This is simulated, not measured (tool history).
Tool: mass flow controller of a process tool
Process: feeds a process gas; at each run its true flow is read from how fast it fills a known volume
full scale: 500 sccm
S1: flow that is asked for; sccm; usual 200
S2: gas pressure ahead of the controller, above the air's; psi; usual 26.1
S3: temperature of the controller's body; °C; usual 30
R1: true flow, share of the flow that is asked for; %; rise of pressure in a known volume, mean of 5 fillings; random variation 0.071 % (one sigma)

{"run": 1, "day": 0.0, "S1": 200, "S2": 26.1, "S3": 30, "R1": 99.72}
{"run": 2, "day": 3.262, "S1": 200, "S2": 20.5, "S3": 30, "R1": 99.57}
{"run": 3, "day": 5.517, "S1": 200, "S2": 20.5, "S3": 30, "R1": 99.37}
{"run": 4, "day": 8.767, "S1": 200, "S2": 20.5, "S3": 30, "R1": 99.23}
{"run": 5, "day": 10.817, "S1": 200, "S2": 20.5, "S3": 30, "R1": 99.31}
{"run": 6, "day": 12.738, "S1": 200, "S2": 20.5, "S3": 30, "R1": 99.28}
{"run": 7, "day": 15.242, "S1": 200, "S2": 20.5, "S3": 30, "R1": 99.29}
{"run": 8, "day": 19.054, "S1": 200, "S2": 20.5, "S3": 30, "R1": 99.34}
{"run": 9, "day": 20.796, "S1": 200, "S2": 26.1, "S3": 26, "R1": 99.32}
{"run": 10, "day": 23.208, "S1": 200, "S2": 26.1, "S3": 26, "R1": 99.22}
{"run": 11, "day": 26.858, "S1": 200, "S2": 26.1, "S3": 22, "R1": 99.15}
{"run": 12, "day": 28.683, "S1": 200, "S2": 26.1, "S3": 30, "R1": 99.37}
{"run": 13, "day": 30.662, "S1": 200, "S2": 26.1, "S3": 30, "R1": 99.25}
{"run": 14, "day": 34.45, "S1": 200, "S2": 34.4, "S3": 30, "R1": 99.57}
{"run": 15, "day": 37.796, "S1": 200, "S2": 34.4, "S3": 30, "R1": 99.49}
{"run": 16, "day": 40.917, "S1": 200, "S2": 34.4, "S3": 30, "R1": 99.55}
{"run": 17, "day": 44.629, "S1": 200, "S2": 26.1, "S3": 24, "R1": 98.92}
{"run": 18, "day": 47.992, "S1": 394, "S2": 26.1, "S3": 24, "R1": 99.07}
{"run": 19, "day": 50.225, "S1": 394, "S2": 26.1, "S3": 24, "R1": 98.89}
{"run": 20, "day": 53.629, "S1": 394, "S2": 26.1, "S3": 24, "R1": 98.94}
{"run": 21, "day": 56.033, "S1": 490, "S2": 26.1, "S3": 24, "R1": 98.88}
{"run": 22, "day": 58.012, "S1": 135, "S2": 27.4, "S3": 31, "R1": 98.92}
{"run": 23, "day": 60.754, "S1": 135, "S2": 37.3, "S3": 21, "R1": 99.07}
{"run": 24, "day": 62.788, "S1": 57, "S2": 26.1, "S3": 38, "R1": 98.89}
{"run": 25, "day": 65.404, "S1": 108, "S2": 35.4, "S3": 26, "R1": 98.92}
{"run": 26, "day": 67.054, "S1": 108, "S2": 35.4, "S3": 26, "R1": 98.98}
{"run": 27, "day": 71.012, "S1": 54, "S2": 37.7, "S3": 30, "R1": 98.9}
{"run": 28, "day": 72.775, "S1": 54, "S2": 37.7, "S3": 30, "R1": 99.07}
{"run": 29, "day": 75.488, "S1": 212, "S2": 21.3, "S3": 39, "R1": 98.61}
{"run": 30, "day": 77.733, "S1": 212, "S2": 21.3, "S3": 21, "R1": 98.14}
{"run": 31, "day": 79.358, "S1": 60, "S2": 23.4, "S3": 22, "R1": 98.08}
{"run": 32, "day": 82.392, "S1": 352, "S2": 26.1, "S3": 30, "R1": 98.6}
{"run": 33, "day": 85.662, "S1": 153, "S2": 26.8, "S3": 36, "R1": 98.52}
{"run": 34, "day": 88.888, "S1": 153, "S2": 26.8, "S3": 36, "R1": 98.62}
{"run": 35, "day": 92.246, "S1": 153, "S2": 37.3, "S3": 32, "R1": 98.75}
{"run": 36, "day": 95.146, "S1": 153, "S2": 37.3, "S3": 32, "R1": 98.78}
{"run": 37, "day": 97.804, "S1": 125, "S2": 21.6, "S3": 32, "R1": 97.96}
{"run": 38, "day": 101.546, "S1": 125, "S2": 21.6, "S3": 32, "R1": 97.79}
{"run": 39, "day": 104.183, "S1": 125, "S2": 21.6, "S3": 32, "R1": 97.98}
{"run": 40, "day": 107.388, "S1": 424, "S2": 26.1, "S3": 35, "R1": 98.33}
{"run": 41, "day": 111.112, "S1": 63, "S2": 29.6, "S3": 30, "R1": 98.07}

Measured less the same run without the tool's hidden state. The same run-to-run variation is in both; the gauge's scatter may not be:
The hidden state here: flow at rest that the sensor doesn't see, % of full scale; true flow over the shown one, %; drift of the gauge itself on true_pct, %.
run=1 R1=+0.01
run=2 R1=-0.05
run=3 R1=-0.08
run=4 R1=-0.14
run=5 R1=-0.18
run=6 R1=-0.21
run=7 R1=-0.24
run=8 R1=-0.31
run=9 R1=-0.34
run=10 R1=-0.38
run=11 R1=-0.44
run=12 R1=-0.47
run=13 R1=-0.50
run=14 R1=-0.57
run=15 R1=-0.62
run=16 R1=-0.67
run=17 R1=-0.73
run=18 R1=-0.79
run=19 R1=-0.83
run=20 R1=-0.88
run=21 R1=-0.92
run=22 R1=-0.96
run=23 R1=-1.00
run=24 R1=-1.03
run=25 R1=-1.08
run=26 R1=-1.11
run=27 R1=-1.16
run=28 R1=-1.20
run=29 R1=-1.25
run=30 R1=-1.28
run=31 R1=-1.30
run=32 R1=-1.36
run=33 R1=-1.41
run=34 R1=-1.46
run=35 R1=-1.53
run=36 R1=-1.58
run=37 R1=-1.60
run=38 R1=-1.67
run=39 R1=-1.71
run=40 R1=-1.78
run=41 R1=-1.83

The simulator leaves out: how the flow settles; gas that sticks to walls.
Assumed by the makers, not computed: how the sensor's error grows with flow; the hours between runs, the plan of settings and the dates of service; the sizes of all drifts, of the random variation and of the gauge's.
